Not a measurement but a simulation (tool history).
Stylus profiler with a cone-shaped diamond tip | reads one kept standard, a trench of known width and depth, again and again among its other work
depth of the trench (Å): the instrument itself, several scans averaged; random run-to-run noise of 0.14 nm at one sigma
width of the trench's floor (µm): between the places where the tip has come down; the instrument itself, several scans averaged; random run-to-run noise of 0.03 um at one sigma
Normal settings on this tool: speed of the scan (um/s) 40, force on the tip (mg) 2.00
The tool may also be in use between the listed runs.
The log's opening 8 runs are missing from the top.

run   hour  speed of the scan (um/s)  force on the tip (mg)  depth of the trench (Å)  width of the trench's floor (µm)
  9   91.6                        51                   2.00                   5031.0                             25.42
 10   98.9                        51                   2.00                   5027.5                             25.46
 11  109.9                        51                   0.69                   5016.2                             25.27
 12  117.3                        40                   2.00                   5030.9                             25.46
 13  126.4                        40                   2.00                   5028.8                             25.51
 14  137.9                        40                   2.00                   5032.5                             25.48
 15  152.0                       108                   2.00                   5032.9                             25.21
 16  166.5                       108                   2.00                   5029.8                             25.22
 17  181.4                        39                   1.38                   5026.2                             25.44
 18  190.4                       139                   4.67                   5053.3                             25.31
 19  199.2                       139                   4.67                   5057.5                             25.24
 20  212.7                       139                   1.86                   5028.0                             25.06
 21  225.4                        27                   1.41                   5024.3                             25.54
 22  236.5                        27                   1.41                   5027.8                             25.52
 23  243.8                        27                   1.23                   5021.6                             25.45
 24  257.8                        50                   2.00                   5032.9                             25.42
 25  266.0                        15                   1.15                   5024.0                             25.55
 26  272.8                        51                   3.19                   5041.0                             25.51
 27  287.2                        51                   3.19                   5042.0                             25.43
 28  295.2                        51                   3.19                   5043.6                             25.48
 29  304.1                       107                   1.17                   5020.0                             25.09
 30  318.0                       107                   1.17                   5022.4                             25.08
 31  324.8                       107                   1.17                   5019.3                             25.10
 32  336.9                        38                   5.69                   5064.8                             25.54

5 ways to go on from here, each from the tool as it stands after run 32. What would each give?
  A  347.7                        38                   1.18                        ?                                 ?
  B  347.7                        40                   4.77                        ?                                 ?
  C  347.7                       155                   3.51                        ?                                 ?
  D  347.7                        38                   2.36                        ?                                 ?
  E  347.7                        44                   5.69                        ?                                 ?

run  depth of the trench (Å)  width of the trench's floor (µm)
  A                   5019.3                             25.41
  B                   5057.9                             25.53
  C                   5044.5                             25.14
  D                   5033.7                             25.43
  E                   5061.4                             25.52
Without the tool's hidden state the same runs would have given:
run  depth of the trench (Å)  width of the trench's floor (µm)
  A                   5019.3                             25.41
  B                   5058.0                             25.53
  C                   5044.6                             25.14
  D                   5033.8                             25.44
  E                   5061.5                             25.52
